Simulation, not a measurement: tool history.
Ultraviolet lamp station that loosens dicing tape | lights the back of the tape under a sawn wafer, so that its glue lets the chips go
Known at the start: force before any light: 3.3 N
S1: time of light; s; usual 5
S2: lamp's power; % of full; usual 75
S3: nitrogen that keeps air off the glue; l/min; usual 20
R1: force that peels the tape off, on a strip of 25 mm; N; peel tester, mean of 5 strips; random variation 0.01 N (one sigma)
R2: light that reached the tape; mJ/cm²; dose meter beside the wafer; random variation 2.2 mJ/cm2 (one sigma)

run 1 hour=0.0 | S1=5 S2=75 S3=20 | R1=0.507 R2=175
run 2 hour=42.2 | S1=2 S2=75 S3=20 | R1=1.532 R2=68
run 3 hour=66.6 | S1=2 S2=75 S3=20 | R1=1.553 R2=69
run 4 hour=115.7 | S1=2 S2=75 S3=20 | R1=1.598 R2=66
run 5 hour=169.7 | S1=5 S2=75 S3=25 | R1=0.510 R2=161
run 6 hour=212.3 | S1=5 S2=75 S3=17 | R1=0.646 R2=165
run 7 hour=238.3 | S1=5 S2=75 S3=20 | R1=0.575 R2=162
run 8 hour=266.2 | S1=5 S2=75 S3=20 | R1=0.600 R2=161
run 9 hour=307.2 | S1=5 S2=73 S3=20 | R1=0.647 R2=155
run 10 hour=335.5 | S1=5 S2=73 S3=20 | R1=0.625 R2=152
run 11 hour=372.9 | S1=5 S2=73 S3=20 | R1=0.659 R2=155
run 12 hour=407.8 | S1=5 S2=75 S3=20 | R1=0.626 R2=152
run 13 hour=441.4 | S1=5 S2=75 S3=20 | R1=0.634 R2=155
run 14 hour=464.4 | S1=5 S2=75 S3=20 | R1=0.643 R2=147
run 15 hour=512.5 | S1=5 S2=75 S3=20 | R1=0.668 R2=147
run 16 hour=558.6 | S1=5 S2=75 S3=20 | R1=0.672 R2=148
run 17 hour=598.8 | S1=2 S2=75 S3=20 | R1=1.754 R2=58
run 18 hour=625.0 | S1=2 S2=75 S3=20 | R1=1.735 R2=57
run 19 hour=656.4 | S1=5 S2=72 S3=20 | R1=0.754 R2=140
run 20 hour=685.1 | S1=5 S2=72 S3=20 | R1=0.787 R2=135
run 21 hour=732.6 | S1=5 S2=72 S3=20 | R1=0.788 R2=138
run 22 hour=772.4 | S1=3 S2=96 S3=20 | R1=1.015 R2=107
run 23 hour=821.9 | S1=9 S2=96 S3=20 | R1=0.180 R2=316
run 24 hour=865.6 | S1=9 S2=96 S3=20 | R1=0.181 R2=311
run 25 hour=904.1 | S1=4 S2=75 S3=19 | R1=1.078 R2=108
run 26 hour=945.7 | S1=4 S2=75 S3=19 | R1=1.050 R2=107
run 27 hour=984.0 | S1=4 S2=75 S3=32 | R1=0.916 R2=102
run 28 hour=1014.3 | S1=4 S2=75 S3=32 | R1=0.872 R2=103
run 29 hour=1045.1 | S1=4 S2=75 S3=32 | R1=0.916 R2=103
run 30 hour=1088.8 | S1=5 S2=88 S3=14 | R1=0.831 R2=151
-- hour=1130.7 window cleaned of glue's vapour
run 31 hour=1144.6 | S1=5 S2=71 S3=20 | R1=0.751 R2=136
run 32 hour=1183.0 | S1=5 S2=93 S3=15 | R1=0.617 R2=175
run 33 hour=1228.0 | S1=5 S2=78 S3=26 | R1=0.587 R2=148
run 34 hour=1255.7 | S1=4 S2=69 S3=9 | R1=1.416 R2=104
run 35 hour=1286.4 | S1=2 S2=71 S3=13 | R1=1.970 R2=49

Forecast each of these 3 alternatives for the next run:
run A hour=1321.4 | S1=5 S2=73 S3=20 | R1=? R2=?
run B hour=1321.4 | S1=5 S2=75 S3=20 | R1=? R2=?
run C hour=1321.4 | S1=4 S2=71 S3=13 | R1=? R2=?

run=A R1=0.810 R2=133
run=B R1=0.778 R2=135
run=C R1=1.297 R2=104
Without the tool's hidden state the same runs would have given:
run=A R1=0.476 R2=188
run=B R1=0.451 R2=190
run=C R1=0.890 R2=146

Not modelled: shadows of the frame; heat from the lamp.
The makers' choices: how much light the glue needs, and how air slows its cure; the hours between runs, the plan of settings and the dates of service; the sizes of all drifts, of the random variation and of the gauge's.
